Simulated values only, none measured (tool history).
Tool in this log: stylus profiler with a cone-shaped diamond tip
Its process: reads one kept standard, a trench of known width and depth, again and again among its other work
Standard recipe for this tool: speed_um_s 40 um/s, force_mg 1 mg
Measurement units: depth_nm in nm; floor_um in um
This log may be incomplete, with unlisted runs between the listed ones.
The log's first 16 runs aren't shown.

{"hour": 1118.7, "done": "height scale calibrated on a step standard, once more"}
{"run": 17, "hour": 1118.7, "speed_um_s": 121, "force_mg": 1, "depth_nm": 502.73, "floor_um": 95.42}
{"run": 18, "hour": 1204.0, "speed_um_s": 121, "force_mg": 1.32, "depth_nm": 503.02, "floor_um": 95.51}
{"run": 19, "hour": 1288.1, "speed_um_s": 121, "force_mg": 1.32, "depth_nm": 503.02, "floor_um": 95.57}
{"run": 20, "hour": 1359.6, "speed_um_s": 121, "force_mg": 0.48, "depth_nm": 501.27, "floor_um": 95.1}
{"run": 21, "hour": 1444.8, "speed_um_s": 22, "force_mg": 1, "depth_nm": 502.01, "floor_um": 96.07}
{"run": 22, "hour": 1507.2, "speed_um_s": 40, "force_mg": 1.19, "depth_nm": 502.27, "floor_um": 95.93}
{"run": 23, "hour": 1589.8, "speed_um_s": 10, "force_mg": 0.34, "depth_nm": 500.37, "floor_um": 96.11}
{"run": 24, "hour": 1661.1, "speed_um_s": 27, "force_mg": 2.14, "depth_nm": 503.45, "floor_um": 96.05}
{"run": 25, "hour": 1739.2, "speed_um_s": 96, "force_mg": 0.51, "depth_nm": 500.57, "floor_um": 95.23}
{"run": 26, "hour": 1806.0, "speed_um_s": 40, "force_mg": 0.61, "depth_nm": 500.6, "floor_um": 95.79}
{"run": 27, "hour": 1846.5, "speed_um_s": 40, "force_mg": 0.61, "depth_nm": 500.87, "floor_um": 95.79}
{"run": 28, "hour": 1929.7, "speed_um_s": 91, "force_mg": 2.26, "depth_nm": 502.75, "floor_um": 95.67}
{"run": 29, "hour": 2023.3, "speed_um_s": 22, "force_mg": 1.24, "depth_nm": 501.74, "floor_um": 95.99}
{"run": 30, "hour": 2077.1, "speed_um_s": 22, "force_mg": 1.24, "depth_nm": 501.29, "floor_um": 95.95}
{"run": 31, "hour": 2175.8, "speed_um_s": 22, "force_mg": 1.24, "depth_nm": 501.3, "floor_um": 95.92}
{"run": 32, "hour": 2256.4, "speed_um_s": 22, "force_mg": 1.24, "depth_nm": 501.01, "floor_um": 95.97}
{"run": 33, "hour": 2351.6, "speed_um_s": 22, "force_mg": 1.24, "depth_nm": 501.17, "floor_um": 95.86}
{"run": 34, "hour": 2414.3, "speed_um_s": 13, "force_mg": 0.69, "depth_nm": 499.69, "floor_um": 95.85}
{"run": 35, "hour": 2467.6, "speed_um_s": 13, "force_mg": 0.69, "depth_nm": 499.75, "floor_um": 95.89}

Run 36 is up next; what results do you expect?
{"run": 36, "hour": 2548.8, "speed_um_s": 14, "force_mg": 0.38, "depth_nm": "?", "floor_um": "?"}

depth_nm: 498.69 nm
floor_um: 95.81 um
The same run, on a tool lacking any hidden state, would have yielded depth_nm 501.24 nm, floor_um 97.18 um.
